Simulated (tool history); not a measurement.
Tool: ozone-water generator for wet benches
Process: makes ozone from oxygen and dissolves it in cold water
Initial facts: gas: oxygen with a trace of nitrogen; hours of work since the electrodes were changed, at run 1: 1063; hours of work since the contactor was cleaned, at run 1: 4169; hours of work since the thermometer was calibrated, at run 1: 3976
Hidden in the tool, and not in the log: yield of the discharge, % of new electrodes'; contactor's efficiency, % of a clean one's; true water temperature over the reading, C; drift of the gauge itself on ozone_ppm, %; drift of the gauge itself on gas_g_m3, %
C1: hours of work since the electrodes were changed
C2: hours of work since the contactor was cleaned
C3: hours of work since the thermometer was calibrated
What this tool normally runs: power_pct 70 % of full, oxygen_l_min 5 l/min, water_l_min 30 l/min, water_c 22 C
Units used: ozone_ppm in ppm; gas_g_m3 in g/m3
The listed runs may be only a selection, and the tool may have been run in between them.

run 1 hour=0 | power_pct=70 oxygen_l_min=5 water_l_min=30 water_c=22 | C1=1063 C2=4169 C3=3976 | ozone_ppm=16.8 gas_g_m3=195.1
run 2 hour=120.7 | power_pct=70 oxygen_l_min=5 water_l_min=30 water_c=22 | C1=1166 C2=4272 C3=4079 | ozone_ppm=17 gas_g_m3=194.1
run 3 hour=280.7 | power_pct=70 oxygen_l_min=5 water_l_min=30 water_c=14 | C1=1302 C2=4408 C3=4215 | ozone_ppm=18.8 gas_g_m3=191.9
run 4 hour=418.2 | power_pct=70 oxygen_l_min=5 water_l_min=30 water_c=14 | C1=1419 C2=4525 C3=4333 | ozone_ppm=18.4 gas_g_m3=193.4
run 5 hour=528.3 | power_pct=70 oxygen_l_min=5 water_l_min=30 water_c=14 | C1=1513 C2=4619 C3=4426 | ozone_ppm=18.1 gas_g_m3=192.5
run 6 hour=732.4 | power_pct=70 oxygen_l_min=5 water_l_min=30 water_c=22 | C1=1687 C2=4793 C3=4600 | ozone_ppm=16.9 gas_g_m3=192.2
run 7 hour=862.3 | power_pct=70 oxygen_l_min=5 water_l_min=30 water_c=22 | C1=1797 C2=4904 C3=4711 | ozone_ppm=16.8 gas_g_m3=190.1
run 8 hour=1061.1 | power_pct=70 oxygen_l_min=5 water_l_min=30 water_c=25 | C1=1967 C2=5073 C3=4880 | ozone_ppm=16.1 gas_g_m3=191.3
run 9 hour=1225.8 | power_pct=70 oxygen_l_min=5 water_l_min=30 water_c=25 | C1=2107 C2=5214 C3=5021 | ozone_ppm=16.1 gas_g_m3=191.7
-- hour=1324.8 water thermometer calibrated
run 10 hour=1433.3 | power_pct=70 oxygen_l_min=5 water_l_min=30 water_c=25 | C1=2283 C2=5390 C3=92 | ozone_ppm=16.4 gas_g_m3=187.9
run 11 hour=1626.1 | power_pct=70 oxygen_l_min=5 water_l_min=30 water_c=25 | C1=2448 C2=5554 C3=257 | ozone_ppm=16.1 gas_g_m3=188.8
run 12 hour=1790.2 | power_pct=70 oxygen_l_min=5 water_l_min=30 water_c=25 | C1=2588 C2=5694 C3=397 | ozone_ppm=16.1 gas_g_m3=186.6
run 13 hour=1890.9 | power_pct=70 oxygen_l_min=5 water_l_min=30 water_c=22 | C1=2673 C2=5780 C3=482 | ozone_ppm=16.5 gas_g_m3=189.6
run 14 hour=2025 | power_pct=70 oxygen_l_min=5 water_l_min=30 water_c=22 | C1=2788 C2=5894 C3=597 | ozone_ppm=16.6 gas_g_m3=188.2
run 15 hour=2135.2 | power_pct=70 oxygen_l_min=5 water_l_min=30 water_c=21 | C1=2881 C2=5988 C3=690 | ozone_ppm=16.7 gas_g_m3=187.6
run 16 hour=2256.9 | power_pct=49 oxygen_l_min=5 water_l_min=30 water_c=22 | C1=2985 C2=6092 C3=794 | ozone_ppm=13.5 gas_g_m3=152.8
run 17 hour=2364.2 | power_pct=61 oxygen_l_min=8.13 water_l_min=30 water_c=15 | C1=3077 C2=6183 C3=886 | ozone_ppm=18.1 gas_g_m3=141.6
run 18 hour=2550.5 | power_pct=61 oxygen_l_min=8.13 water_l_min=30 water_c=15 | C1=3235 C2=6342 C3=1044 | ozone_ppm=18.4 gas_g_m3=141.3
run 19 hour=2694.6 | power_pct=54 oxygen_l_min=4.04 water_l_min=31 water_c=19 | C1=3358 C2=6464 C3=1167 | ozone_ppm=13.3 gas_g_m3=174
run 20 hour=2852.6 | power_pct=77 oxygen_l_min=2.78 water_l_min=31 water_c=21 | C1=3493 C2=6599 C3=1302 | ozone_ppm=13.8 gas_g_m3=244.7
run 21 hour=2937.8 | power_pct=77 oxygen_l_min=2.78 water_l_min=31 water_c=21 | C1=3565 C2=6672 C3=1374 | ozone_ppm=14.1 gas_g_m3=246.2
run 22 hour=3047.4 | power_pct=79 oxygen_l_min=2.94 water_l_min=36 water_c=18 | C1=3659 C2=6765 C3=1468 | ozone_ppm=12.7 gas_g_m3=241.5
run 23 hour=3182.6 | power_pct=79 oxygen_l_min=2.94 water_l_min=36 water_c=16 | C1=3774 C2=6880 C3=1583 | ozone_ppm=13 gas_g_m3=242.1
run 24 hour=3348.7 | power_pct=56 oxygen_l_min=7.94 water_l_min=30 water_c=22 | C1=3915 C2=7022 C3=1724 | ozone_ppm=15.5 gas_g_m3=135.3
run 25 hour=3481 | power_pct=73 oxygen_l_min=5.99 water_l_min=35 water_c=22 | C1=4028 C2=7134 C3=1837 | ozone_ppm=15.1 gas_g_m3=174.2
run 26 hour=3591.7 | power_pct=70 oxygen_l_min=5.97 water_l_min=30 water_c=22 | C1=4122 C2=7229 C3=1931 | ozone_ppm=16.8 gas_g_m3=171.2
run 27 hour=3743 | power_pct=50 oxygen_l_min=7.12 water_l_min=23 water_c=18 | C1=4251 C2=7358 C3=2060 | ozone_ppm=18.6 gas_g_m3=130.5
run 28 hour=3898.2 | power_pct=50 oxygen_l_min=7.12 water_l_min=23 water_c=18 | C1=4384 C2=7490 C3=2193 | ozone_ppm=18.4 gas_g_m3=132.6
run 29 hour=4041.1 | power_pct=50 oxygen_l_min=7.12 water_l_min=23 water_c=18 | C1=4505 C2=7612 C3=2314 | ozone_ppm=18.3 gas_g_m3=131.4
run 30 hour=4126.8 | power_pct=88 oxygen_l_min=2.77 water_l_min=33 water_c=17 | C1=4578 C2=7685 C3=2387 | ozone_ppm=14.2 gas_g_m3=258.7
run 31 hour=4249.8 | power_pct=71 oxygen_l_min=7.64 water_l_min=35 water_c=25 | C1=4683 C2=7789 C3=2492 | ozone_ppm=14.8 gas_g_m3=152.7
run 32 hour=4400.4 | power_pct=70 oxygen_l_min=4.21 water_l_min=30 water_c=21 | C1=4811 C2=7918 C3=2620 | ozone_ppm=15.2 gas_g_m3=193.8

Some steps in ozone_ppm, run to run, broken into two amounts with sign: the step expected even without the hidden condition (settings, incoming material, random variation), and the rest, left for the hidden condition together with whatever gauge scatter is not in both the measured and the hidden-condition-free result:
Run 15 -> 16: power_pct 70 -> 49, water_c 21 -> 22. ozone_ppm -3.2 ppm: hidden state +0.3, all else -3.5.
Run 16 -> 17: power_pct 49 -> 61, oxygen_l_min 5 -> 8.13, water_c 22 -> 15. ozone_ppm +4.6 ppm: hidden state -0.4, all else +5.
Run 18 -> 19: power_pct 61 -> 54, oxygen_l_min 8.13 -> 4.04, water_l_min 30 -> 31, water_c 15 -> 19. ozone_ppm -5.1 ppm: hidden state +0.5, all else -5.6.
Run 29 -> 30: power_pct 50 -> 88, oxygen_l_min 7.12 -> 2.77, water_l_min 23 -> 33, water_c 18 -> 17. ozone_ppm -4.1 ppm: hidden state -0.1, all else -4.
